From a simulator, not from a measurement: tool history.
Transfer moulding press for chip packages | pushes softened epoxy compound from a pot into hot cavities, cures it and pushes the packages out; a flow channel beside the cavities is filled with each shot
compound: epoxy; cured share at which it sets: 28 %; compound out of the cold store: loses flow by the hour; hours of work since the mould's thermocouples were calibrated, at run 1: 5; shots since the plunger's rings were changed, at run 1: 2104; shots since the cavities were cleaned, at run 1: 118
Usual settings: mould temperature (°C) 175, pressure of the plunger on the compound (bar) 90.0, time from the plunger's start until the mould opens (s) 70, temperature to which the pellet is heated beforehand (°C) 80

run     day  mould temperature (°C)  pressure of the plunger on the compound (bar)  time from the plunger's start until the mould opens (s)  temperature to which the pellet is heated beforehand (°C)  hours of work since the mould's thermocouples were calibrated  shots since the plunger's rings were changed  shots since the cavities were cleaned  incoming compound's hours out of the cold store  length that the compound runs in the flow channel (mm)  greatest force on the pins that push the packages out (N)
  1   0.000                     175                                           90.0                                                       70                                                         80                                                              5                                          2104                                    118                                             27.5                                                     760                                                        750
      1.733  -- cavities cleaned with cleaning compound and waxed
      2.492  -- plunger's sealing rings changed
  2   2.583                     175                                           90.0                                                       70                                                         80                                                             44                                            37                                    308                                             28.2                                                     759                                                        730
      3.862  -- cavities cleaned with cleaning compound and waxed
  3   4.646                     175                                           90.0                                                       70                                                         80                                                             77                                           863                                    324                                             16.6                                                     793                                                        753
      5.892  -- cavities cleaned with cleaning compound and waxed
  4   6.892                     175                                           78.0                                                       70                                                         80                                                            113                                          1764                                    413                                             40.8                                                     672                                                        695
      7.929  -- cavities cleaned with cleaning compound and waxed
  5   9.371                     175                                           78.0                                                       70                                                         80                                                            152                                          2761                                    595                                             21.3                                                     725                                                        760
      9.988  -- cavities cleaned with cleaning compound and waxed
     10.229  -- plunger's sealing rings changed
  6  11.704                     175                                           90.0                                                       70                                                         90                                                            187                                           611                                    666                                             14.1                                                     798                                                        738
     12.100  -- cavities cleaned with cleaning compound and waxed
  7  13.454                     175                                           90.0                                                       70                                                         80                                                            215                                          1307                                    560                                             47.2                                                     705                                                        707
     14.171  -- cavities cleaned with cleaning compound and waxed
  8  15.238                     175                                           90.0                                                       70                                                         80                                                            243                                          2017                                    440                                             37.6                                                     732                                                        721
     16.333  -- cavities cleaned with cleaning compound and waxed
     17.858  -- plunger's sealing rings changed
  9  17.858                     175                                           90.0                                                       68                                                         80                                                            283                                             0                                    586                                             31.9                                                     749                                                        825
     18.492  -- cavities cleaned with cleaning compound and waxed
 10  19.100                     175                                           74.6                                                       70                                                         80                                                            303                                           487                                    251                                             10.7                                                     740                                                        787
     20.600  -- cavities cleaned with cleaning compound and waxed
 11  21.417                     182                                           90.0                                                       70                                                         80                                                            339                                          1419                                    338                                             41.0                                                     702                                                        483
     22.642  -- cavities cleaned with cleaning compound and waxed
 12  23.038                     175                                           90.0                                                       70                                                         80                                                            365                                          2061                                    164                                             26.9                                                     762                                                        737
     24.679  -- cavities cleaned with cleaning compound and waxed
 13  24.700                     175                                           90.0                                                       70                                                         80                                                            391                                          2722                                      9                                             37.0                                                     731                                                        714
     25.642  -- plunger's sealing rings changed
 14  26.379                     167                                           70.4                                                       70                                                         80                                                            417                                           304                                    659                                             12.7                                                     741                                                       1479
     26.804  -- cavities cleaned with cleaning compound and waxed
     27.929  -- mould's thermocouples calibrated
 15  28.329                     167                                           70.4                                                       70                                                         80                                                              7                                          1049                                    595                                             28.9                                                     698                                                       1372
     28.875  -- cavities cleaned with cleaning compound and waxed
 16  30.592                     167                                           70.4                                                       70                                                         80                                                             42                                          1957                                    709                                             11.7                                                     747                                                       1468
     30.883  -- cavities cleaned with cleaning compound and waxed
 17  31.654                     167                                           70.4                                                       70                                                         80                                                             59                                          2369                                    318                                             23.5                                                     711                                                       1386
 18  32.654                     181                                           90.0                                                       70                                                         82                                                             75                                          2783                                    732                                             29.0                                                     737                                                        514
     32.896  -- cavities cleaned with cleaning compound and waxed
     33.512  -- plunger's sealing rings changed
     35.029  -- cavities cleaned with cleaning compound and waxed
 19  35.029                     175                                           90.0                                                       89                                                         72                                                            110                                           601                                      0                                             41.1                                                     724                                                        472
 20  36.492                     175                                           90.0                                                       89                                                         72                                                            134                                          1204                                    603                                              9.1                                                     818                                                        508
     37.104  -- cavities cleaned with cleaning compound and waxed
 21  38.217                     175                                           90.0                                                       89                                                         72                                                            161                                          1891                                    460                                             17.1                                                     796                                                        488
     39.092  -- cavities cleaned with cleaning compound and waxed
 22  40.192                     175                                           90.0                                                       74                                                         81                                                            193                                          2681                                    456                                              9.9                                                     815                                                        678
     41.142  -- plunger's sealing rings changed
     41.204  -- cavities cleaned with cleaning compound and waxed
 23  42.075                     175                                           76.7                                                       51                                                         75                                                            221                                           359                                    359                                             21.8                                                     719                                                       1668
     43.267  -- cavities cleaned with cleaning compound and waxed
 24  43.300                     175                                           76.7                                                       51                                                         75                                                            240                                           840                                     13                                             18.8                                                     728                                                       1676
     45.283  -- cavities cleaned with cleaning compound and waxed
 25  45.567                     171                                           74.1                                                       51                                                         75                                                            276                                          1749                                    117                                             39.4                                                     673                                                       1969
 26  46.817                     171                                           74.1                                                       51                                                         75                                                            296                                          2267                                    635                                             24.0                                                     716                                                       2023

Forecast each of these 4 alternatives for the next run:
     47.329  -- cavities cleaned with cleaning compound and waxed
     48.804  -- plunger's sealing rings changed
  A  48.804                     175                                           86.5                                                       70                                                         80                                                            326                                             0                                    565                                             15.9                                                       ?                                                          ?
     47.329  -- cavities cleaned with cleaning compound and waxed
     48.804  -- plunger's sealing rings changed
  B  48.804                     175                                           90.0                                                       70                                                         73                                                            326                                             0                                    565                                             15.6                                                       ?                                                          ?
     47.329  -- cavities cleaned with cleaning compound and waxed
     48.804  -- plunger's sealing rings changed
  C  48.804                     178                                           78.7                                                       58                                                         75                                                            326                                             0                                    565                                             27.5                                                       ?                                                          ?
     47.329  -- cavities cleaned with cleaning compound and waxed
     48.804  -- plunger's sealing rings changed
  D  48.804                     171                                           74.1                                                       63                                                         75                                                            326                                             0                                    565                                             36.9                                                       ?                                                          ?

run  length that the compound runs in the flow channel (mm)  greatest force on the pins that push the packages out (N)
  A                                                     782                                                        778
  B                                                     798                                                        788
  C                                                     701                                                       1010
  D                                                     679                                                       1340
Without the tool's hidden state the same runs would have given:
run  length that the compound runs in the flow channel (mm)  greatest force on the pins that push the packages out (N)
  A                                                     782                                                        766
  B                                                     798                                                        775
  C                                                     700                                                        995
  D                                                     679                                                       1320
